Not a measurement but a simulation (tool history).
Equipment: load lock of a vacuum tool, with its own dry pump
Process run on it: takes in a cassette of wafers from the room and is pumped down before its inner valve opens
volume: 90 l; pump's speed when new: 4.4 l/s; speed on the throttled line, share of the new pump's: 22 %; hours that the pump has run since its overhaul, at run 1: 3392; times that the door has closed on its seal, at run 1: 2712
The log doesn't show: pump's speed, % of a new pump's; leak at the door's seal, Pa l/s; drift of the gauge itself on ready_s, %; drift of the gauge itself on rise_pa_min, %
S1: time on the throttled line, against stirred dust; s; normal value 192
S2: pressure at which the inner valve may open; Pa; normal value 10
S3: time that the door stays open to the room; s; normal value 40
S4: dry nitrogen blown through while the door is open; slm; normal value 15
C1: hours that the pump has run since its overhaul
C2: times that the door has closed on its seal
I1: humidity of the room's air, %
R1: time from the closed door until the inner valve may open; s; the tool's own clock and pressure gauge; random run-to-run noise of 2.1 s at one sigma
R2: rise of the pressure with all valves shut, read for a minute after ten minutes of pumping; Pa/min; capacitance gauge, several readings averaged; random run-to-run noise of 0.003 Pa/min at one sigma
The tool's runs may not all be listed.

{"run": 1, "hour": 0.0, "S1": 192, "S2": 10, "S3": 40, "S4": 15, "C1": 3392, "C2": 2712, "I1": 45.0, "R1": 337.9, "R2": 0.013}
{"run": 2, "hour": 62.3, "S1": 192, "S2": 10, "S3": 40, "S4": 15, "C1": 3454, "C2": 2937, "I1": 41.9, "R1": 341.3, "R2": 0.015}
{"run": 3, "hour": 159.9, "S1": 252, "S2": 10, "S3": 40, "S4": 15, "C1": 3552, "C2": 3290, "I1": 43.8, "R1": 385.0, "R2": 0.007}
{"run": 4, "hour": 239.9, "S1": 252, "S2": 10, "S3": 40, "S4": 15, "C1": 3632, "C2": 3580, "I1": 44.0, "R1": 383.7, "R2": 0.017}
{"run": 5, "hour": 313.7, "S1": 252, "S2": 10, "S3": 40, "S4": 15, "C1": 3706, "C2": 3846, "I1": 47.0, "R1": 382.4, "R2": 0.01}
{"run": 6, "hour": 383.8, "S1": 252, "S2": 10, "S3": 40, "S4": 15, "C1": 3776, "C2": 4100, "I1": 42.4, "R1": 384.8, "R2": 0.012}
{"run": 7, "hour": 448.4, "S1": 252, "S2": 10, "S3": 40, "S4": 15, "C1": 3840, "C2": 4334, "I1": 44.8, "R1": 389.2, "R2": 0.023}
{"run": 8, "hour": 531.6, "S1": 192, "S2": 10, "S3": 40, "S4": 15, "C1": 3924, "C2": 4635, "I1": 43.5, "R1": 338.7, "R2": 0.012}
{"run": 9, "hour": 589.2, "S1": 192, "S2": 10, "S3": 40, "S4": 15, "C1": 3981, "C2": 4843, "I1": 46.5, "R1": 339.2, "R2": 0.016}
{"run": 10, "hour": 636.4, "S1": 192, "S2": 10, "S3": 40, "S4": 15, "C1": 4028, "C2": 5014, "I1": 48.5, "R1": 339.5, "R2": 0.017}
{"run": 11, "hour": 733.9, "S1": 192, "S2": 10, "S3": 40, "S4": 15, "C1": 4126, "C2": 5367, "I1": 45.6, "R1": 342.2, "R2": 0.01}
{"run": 12, "hour": 791.4, "S1": 192, "S2": 10, "S3": 40, "S4": 15, "C1": 4183, "C2": 5574, "I1": 45.9, "R1": 337.4, "R2": 0.02}
{"run": 13, "hour": 859.2, "S1": 192, "S2": 10, "S3": 40, "S4": 15, "C1": 4251, "C2": 5820, "I1": 47.2, "R1": 343.2, "R2": 0.016}
{"run": 14, "hour": 909.2, "S1": 192, "S2": 11, "S3": 40, "S4": 15, "C1": 4301, "C2": 6001, "I1": 46.7, "R1": 337.5, "R2": 0.018}
{"run": 15, "hour": 998.8, "S1": 192, "S2": 10, "S3": 164, "S4": 15, "C1": 4391, "C2": 6325, "I1": 44.4, "R1": 340.5, "R2": 0.023}
{"run": 16, "hour": 1067.2, "S1": 192, "S2": 8, "S3": 40, "S4": 15, "C1": 4459, "C2": 6572, "I1": 46.2, "R1": 349.8, "R2": 0.013}
{"run": 17, "hour": 1118.2, "S1": 192, "S2": 8, "S3": 40, "S4": 15, "C1": 4510, "C2": 6756, "I1": 44.6, "R1": 344.7, "R2": 0.019}
{"run": 18, "hour": 1162.1, "S1": 192, "S2": 8, "S3": 40, "S4": 15, "C1": 4554, "C2": 6915, "I1": 44.6, "R1": 348.4, "R2": 0.02}
{"run": 19, "hour": 1229.3, "S1": 192, "S2": 10, "S3": 40, "S4": 5, "C1": 4621, "C2": 7158, "I1": 46.1, "R1": 340.2, "R2": 0.025}
{"run": 20, "hour": 1281.8, "S1": 156, "S2": 10, "S3": 36, "S4": 5, "C1": 4674, "C2": 7348, "I1": 44.6, "R1": 312.8, "R2": 0.021}
{"run": 21, "hour": 1345.8, "S1": 345, "S2": 7, "S3": 202, "S4": 15, "C1": 4738, "C2": 7580, "I1": 46.6, "R1": 461.1, "R2": 0.025}
{"run": 22, "hour": 1389.3, "S1": 118, "S2": 17, "S3": 38, "S4": 14, "C1": 4781, "C2": 7737, "I1": 42.9, "R1": 270.7, "R2": 0.012}
{"run": 23, "hour": 1439.8, "S1": 118, "S2": 17, "S3": 38, "S4": 14, "C1": 4832, "C2": 7920, "I1": 45.3, "R1": 271.0, "R2": 0.015}
{"run": 24, "hour": 1499.3, "S1": 118, "S2": 10, "S3": 238, "S4": 14, "C1": 4891, "C2": 8135, "I1": 43.2, "R1": 282.6, "R2": 0.025}
{"run": 25, "hour": 1583.2, "S1": 118, "S2": 10, "S3": 238, "S4": 14, "C1": 4975, "C2": 8438, "I1": 43.7, "R1": 284.3, "R2": 0.028}
{"run": 26, "hour": 1658.8, "S1": 116, "S2": 15, "S3": 61, "S4": 25, "C1": 5051, "C2": 8712, "I1": 46.0, "R1": 272.0, "R2": 0.013}
{"run": 27, "hour": 1739.8, "S1": 192, "S2": 14, "S3": 55, "S4": 15, "C1": 5132, "C2": 9005, "I1": 45.9, "R1": 336.5, "R2": 0.013}
{"run": 28, "hour": 1791.7, "S1": 192, "S2": 14, "S3": 55, "S4": 15, "C1": 5184, "C2": 9192, "I1": 46.6, "R1": 333.2, "R2": 0.016}
{"run": 29, "hour": 1845.7, "S1": 192, "S2": 14, "S3": 55, "S4": 15, "C1": 5238, "C2": 9388, "I1": 44.7, "R1": 334.7, "R2": 0.016}
{"run": 30, "hour": 1924.0, "S1": 143, "S2": 14, "S3": 73, "S4": 15, "C1": 5316, "C2": 9671, "I1": 45.5, "R1": 293.3, "R2": 0.017}
{"run": 31, "hour": 1977.3, "S1": 143, "S2": 14, "S3": 73, "S4": 15, "C1": 5369, "C2": 9864, "I1": 44.6, "R1": 294.8, "R2": 0.015}
{"run": 32, "hour": 2023.2, "S1": 192, "S2": 10, "S3": 129, "S4": 15, "C1": 5415, "C2": 10030, "I1": 42.3, "R1": 339.9, "R2": 0.024}
{"run": 33, "hour": 2069.5, "S1": 105, "S2": 12, "S3": 129, "S4": 8, "C1": 5462, "C2": 10197, "I1": 43.3, "R1": 269.8, "R2": 0.023}
{"run": 34, "hour": 2126.4, "S1": 112, "S2": 10, "S3": 175, "S4": 35, "C1": 5518, "C2": 10403, "I1": 47.2, "R1": 276.5, "R2": 0.01}
{"run": 35, "hour": 2196.9, "S1": 132, "S2": 15, "S3": 234, "S4": 30, "C1": 5589, "C2": 10658, "I1": 46.2, "R1": 283.3, "R2": 0.02}
{"run": 36, "hour": 2263.8, "S1": 132, "S2": 15, "S3": 234, "S4": 30, "C1": 5656, "C2": 10900, "I1": 43.0, "R1": 284.8, "R2": 0.017}
{"run": 37, "hour": 2311.5, "S1": 192, "S2": 10, "S3": 40, "S4": 9, "C1": 5704, "C2": 11073, "I1": 45.3, "R1": 338.2, "R2": 0.016}
{"run": 38, "hour": 2365.5, "S1": 192, "S2": 10, "S3": 40, "S4": 12, "C1": 5758, "C2": 11268, "I1": 44.7, "R1": 339.1, "R2": 0.017}

What if the next run were any one of these 3? Each begins from the tool's condition after run 38:
{"run": "A", "hour": 2429.6, "S1": 192, "S2": 10, "S3": 40, "S4": 5, "C1": 5822, "C2": 11500, "I1": 41.2, "R1": "?", "R2": "?"}
{"run": "B", "hour": 2429.6, "S1": 192, "S2": 11, "S3": 40, "S4": 36, "C1": 5822, "C2": 11500, "I1": 45.8, "R1": "?", "R2": "?"}
{"run": "C", "hour": 2429.6, "S1": 253, "S2": 10, "S3": 40, "S4": 10, "C1": 5822, "C2": 11500, "I1": 46.6, "R1": "?", "R2": "?"}

run=A R1=341.9 R2=0.023
run=B R1=336.9 R2=0.008
run=C R1=391.3 R2=0.015
Had the tool no hidden state, the same runs would have come out as:
run=A R1=341.9 R2=0.023
run=B R1=336.9 R2=0.008
run=C R1=391.2 R2=0.014
